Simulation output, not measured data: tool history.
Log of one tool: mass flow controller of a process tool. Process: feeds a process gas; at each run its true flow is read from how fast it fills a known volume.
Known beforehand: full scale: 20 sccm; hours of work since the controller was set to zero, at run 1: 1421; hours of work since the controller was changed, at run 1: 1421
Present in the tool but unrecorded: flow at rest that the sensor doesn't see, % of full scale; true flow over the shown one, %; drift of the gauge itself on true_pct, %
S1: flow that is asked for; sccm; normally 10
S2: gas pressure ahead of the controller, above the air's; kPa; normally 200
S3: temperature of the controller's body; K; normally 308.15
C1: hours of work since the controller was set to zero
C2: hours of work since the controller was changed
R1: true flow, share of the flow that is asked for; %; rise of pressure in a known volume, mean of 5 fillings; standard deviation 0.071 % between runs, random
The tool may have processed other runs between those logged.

| run | hour | S1 | S2 | S3 | C1 | C2 | R1 |
|---|---|---|---|---|---|---|---|
| 1 | 0 | 10 | 200 | 308.15 | 1421 | 1421 | 99.81 |
| 2 | 106.1 | 10 | 200 | 308.15 | 1458 | 1458 | 99.72 |
| 3 | 194.1 | 10 | 200 | 308.15 | 1488 | 1488 | 99.69 |
| 4 | 274.3 | 6 | 200 | 308.15 | 1515 | 1515 | 99.68 |
| 5 | 366 | 6 | 200 | 308.15 | 1547 | 1547 | 99.85 |
| 6 | 417.9 | 10 | 200 | 308.15 | 1565 | 1565 | 99.83 |
| 7 | 501.3 | 10 | 200 | 308.15 | 1593 | 1593 | 99.8 |
| 8 | 585.9 | 10 | 200 | 308.15 | 1622 | 1622 | 99.9 |
| 9 | 682.6 | 10 | 147 | 308.15 | 1656 | 1656 | 100.1 |
| 10 | 740.1 | 10 | 147 | 308.15 | 1675 | 1675 | 100.11 |
| 11 | 834 | 10 | 147 | 298.15 | 1708 | 1708 | 99.34 |
| 12 | 941.4 | 10 | 147 | 298.15 | 1744 | 1744 | 99.26 |
| 13 | 1050.4 | 10 | 147 | 298.15 | 1782 | 1782 | 99.35 |
|  | 1056.9 | controller's zero set anew |
| 14 | 1098.5 | 10 | 147 | 298.15 | 14 | 1798 | 99.73 |
| 15 | 1175 | 3 | 223 | 293.15 | 41 | 1824 | 100.19 |
| 16 | 1258.3 | 10 | 213 | 303.15 | 69 | 1853 | 99.87 |
| 17 | 1303.4 | 13 | 158 | 302.15 | 85 | 1868 | 100.08 |
| 18 | 1372.1 | 3 | 170 | 302.15 | 108 | 1892 | 101.31 |
| 19 | 1482.2 | 10 | 200 | 304.15 | 146 | 1930 | 99.87 |
| 20 | 1544 | 16 | 200 | 299.15 | 167 | 1951 | 99.76 |
|  | 1566.7 | controller's zero set anew, once more |
| 21 | 1622.8 | 2 | 149 | 310.15 | 19 | 1978 | 98.84 |
| 22 | 1669.9 | 3 | 213 | 308.15 | 35 | 1994 | 98.41 |
| 23 | 1760.3 | 3 | 213 | 307.15 | 66 | 2025 | 98.36 |
| 24 | 1860.6 | 3 | 213 | 307.15 | 101 | 2059 | 98.52 |
| 25 | 1954.1 | 3 | 213 | 301.15 | 133 | 2092 | 97.97 |
| 26 | 2040.3 | 4 | 235 | 295.15 | 163 | 2121 | 97.56 |
| 27 | 2107.4 | 4 | 235 | 295.15 | 186 | 2144 | 97.54 |

4 options for the next run, each taken on its own from the tool as it stands now. Forecast them:
| A | 2199.4 | 6 | 264 | 297.15 | 217 | 2176 | ? |
| B | 2199.4 | 5 | 200 | 297.15 | 217 | 2176 | ? |
| C | 2199.4 | 6 | 147 | 301.15 | 217 | 2176 | ? |
| D | 2199.4 | 8 | 200 | 294.15 | 217 | 2176 | ? |

| run | R1 |
|---|---|
| A | 97.72 |
| B | 97.88 |
| C | 98.68 |
| D | 98.09 |
What these runs would have given with no unlogged condition in the tool:
| run | R1 |
|---|---|
| A | 98.05 |
| B | 98.17 |
| C | 99.01 |
| D | 98.45 |

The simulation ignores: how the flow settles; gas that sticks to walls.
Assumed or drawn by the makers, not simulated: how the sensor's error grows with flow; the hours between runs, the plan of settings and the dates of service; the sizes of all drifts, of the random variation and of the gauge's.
